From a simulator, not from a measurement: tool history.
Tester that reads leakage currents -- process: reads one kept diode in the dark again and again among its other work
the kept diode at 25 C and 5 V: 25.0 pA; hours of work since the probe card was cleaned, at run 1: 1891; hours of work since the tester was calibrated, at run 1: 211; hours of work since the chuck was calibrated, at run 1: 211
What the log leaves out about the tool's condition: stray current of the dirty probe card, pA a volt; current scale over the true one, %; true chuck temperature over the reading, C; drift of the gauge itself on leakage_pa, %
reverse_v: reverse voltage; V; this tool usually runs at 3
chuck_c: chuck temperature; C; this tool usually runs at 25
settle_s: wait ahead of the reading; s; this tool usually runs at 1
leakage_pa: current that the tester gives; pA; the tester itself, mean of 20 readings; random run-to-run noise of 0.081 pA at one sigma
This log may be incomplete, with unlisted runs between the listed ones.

run    hour  reverse_v  chuck_c  settle_s  hours of work since the probe card was cleaned  hours of work since the tester was calibrated  hours of work since the chuck was calibrated  leakage_pa
  1       0          3       25         1                                            1891                                            211                                           211       26.38
  2    62.7       3.18       25         1                                            1935                                            256                                           256       27.58
  3   105.6       5.45       25         1                                            1965                                            286                                           286       35.88
  4   160.7          3       42         1                                            2004                                            325                                           325      111.06
  5   213.4          3       42         1                                            2041                                            362                                           362      112.05
  6   273.1          3       25      9.51                                            2084                                            404                                           404       27.95
  7     327          3       25      9.51                                            2122                                            443                                           443       28.05
  8     388          3       25      9.51                                            2165                                            486                                           486       28.63
  9   417.2          3       25         1                                            2185                                            506                                           506       29.11
 10   474.1          3       39         1                                            2226                                            546                                           546       92.51
 11   504.8          3       39         1                                            2247                                            568                                           568       93.49
 12   538.9          3       39         1                                            2271                                            592                                           592        93.6
 13     604          3       34         1                                            2317                                            638                                           638       63.06
      638.9  -- chuck's temperature calibrated
 14   658.7          3       21         1                                            2355                                            675                                            14       19.32
 15   720.7          3       21         1                                            2398                                            719                                            58       19.64
 16   752.8          3       21         1                                            2421                                            742                                            80        19.7
 17   790.1          3       52         1                                            2447                                            768                                           107      234.01
 18   853.3          3       52         1                                            2492                                            813                                           151      237.61
 19   923.4       4.62       52         1                                            2542                                            862                                           201      280.27
 20   961.5       3.39       22       6.8                                            2569                                            889                                           228       23.43
 21  1010.4       2.29       30      0.73                                            2603                                            924                                           262       37.36
 22  1045.8      14.31       30      2.66                                            2628                                            949                                           288       88.46
 23  1081.4      19.13       43      1.41                                            2653                                            974                                           313      256.16
 24  1128.8       11.4       41      2.26                                            2687                                           1008                                           346      177.72
 25  1159.4       11.4       41      2.26                                            2708                                           1029                                           368      178.76
 26  1204.5          3       24       8.7                                            2740                                           1061                                           400       26.99
 27  1238.6       3.25       36         1                                            2764                                           1085                                           424       73.23
 28  1272.7       3.25       24      3.92                                            2788                                           1109                                           448       28.57
 29  1306.7          3       25      8.79                                            2813                                           1133                                           472       29.76
 30  1340.3          3       25      0.42                                            2836                                           1157                                           496       30.97
 31  1375.3          3       25      7.73                                            2861                                           1182                                           520       30.48
 32  1406.9       5.86       58      1.57                                            2883                                           1204                                           543      528.19
 33  1447.7       5.86       36      3.21                                            2912                                           1233                                           571       98.26
 34  1511.9       5.86       56      1.77                                            2957                                           1278                                           617       463.9
     1576.6  -- chuck's temperature calibrated
 35  1576.6          3       25         1                                            3002                                           1323                                             0       27.39
     1599.5  -- probe card cleaned and baked
 36  1639.8          3       25         1                                              28                                           1365                                            42        21.8

Each row is a separate what-if for the run after 36, all from the same tool condition, not one after another. Results?
  A  1695.3          3       29      3.12                                              68                                           1404                                            82           ?
  B  1695.3          3       26         1                                              68                                           1404                                            82           ?
  C  1695.3          3       25      1.44                                              68                                           1404                                            82           ?
  D  1695.3      19.72       25      1.12                                              68                                           1404                                            82           ?

run  leakage_pa
  A       31.42
  B       24.21
  C        21.9
  D       45.47
With no hidden state in the tool, these same runs would have given:
run  leakage_pa
  A       30.55
  B       23.51
  C       21.25
  D       43.53
